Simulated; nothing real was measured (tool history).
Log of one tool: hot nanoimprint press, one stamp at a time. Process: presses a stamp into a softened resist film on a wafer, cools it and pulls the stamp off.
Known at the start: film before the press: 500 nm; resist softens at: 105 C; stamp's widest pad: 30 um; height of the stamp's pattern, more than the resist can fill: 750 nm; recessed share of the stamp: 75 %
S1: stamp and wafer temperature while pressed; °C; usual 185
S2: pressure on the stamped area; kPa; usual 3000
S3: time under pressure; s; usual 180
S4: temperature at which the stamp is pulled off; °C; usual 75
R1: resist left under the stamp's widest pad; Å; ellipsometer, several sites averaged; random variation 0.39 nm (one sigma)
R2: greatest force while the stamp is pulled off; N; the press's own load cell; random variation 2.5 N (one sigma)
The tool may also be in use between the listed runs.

run	day	S1	S2	S3	S4	R1	R2
1	0	185	3000	180	75	2384	151
2	0.471	185	3000	180	75	2375	146
3	1.396	185	3000	180	75	2379	152
4	2.129	185	3000	180	75	2376	151
5	3.021	185	3000	180	75	2375	158
# day 3.242: plate thermocouple calibrated
6	3.95	185	2900	180	75	2377	152
7	4.788	185	2900	180	75	2381	158
8	5.588	183	3470	163	73	2466	170
# day 6.096: plate thermocouple calibrated, once more
9	6.367	185	3280	180	62	2355	197
10	6.988	183	2590	140	67	3004	190
11	7.754	189	3000	180	80	2129	161
12	8.754	189	3000	180	80	2117	158
# day 9.196: stamp cleaned and given a new release coat
13	9.925	185	3000	111	68	2886	134

Measured less the same run without the tool's hidden state. The same run-to-run variation is in both; the gauge's scatter may not be:
The hidden state here: true temperature over the reading, C; pressure that arrives at the usual setting, %; grip of the stamp's worn release coat, % over a new coat's; drift of the gauge itself on residual_nm, %; drift of the gauge itself on pull_off_n, %.
run	R1	R2
1	-11	+34
2	-12	+33
3	-15	+36
4	-17	+38
5	-21	+42
6	-45	+41
7	-48	+45
8	-48	+50
9	+51	+61
10	+45	+61
11	+41	+54
12	+38	+54
13	+40	+3
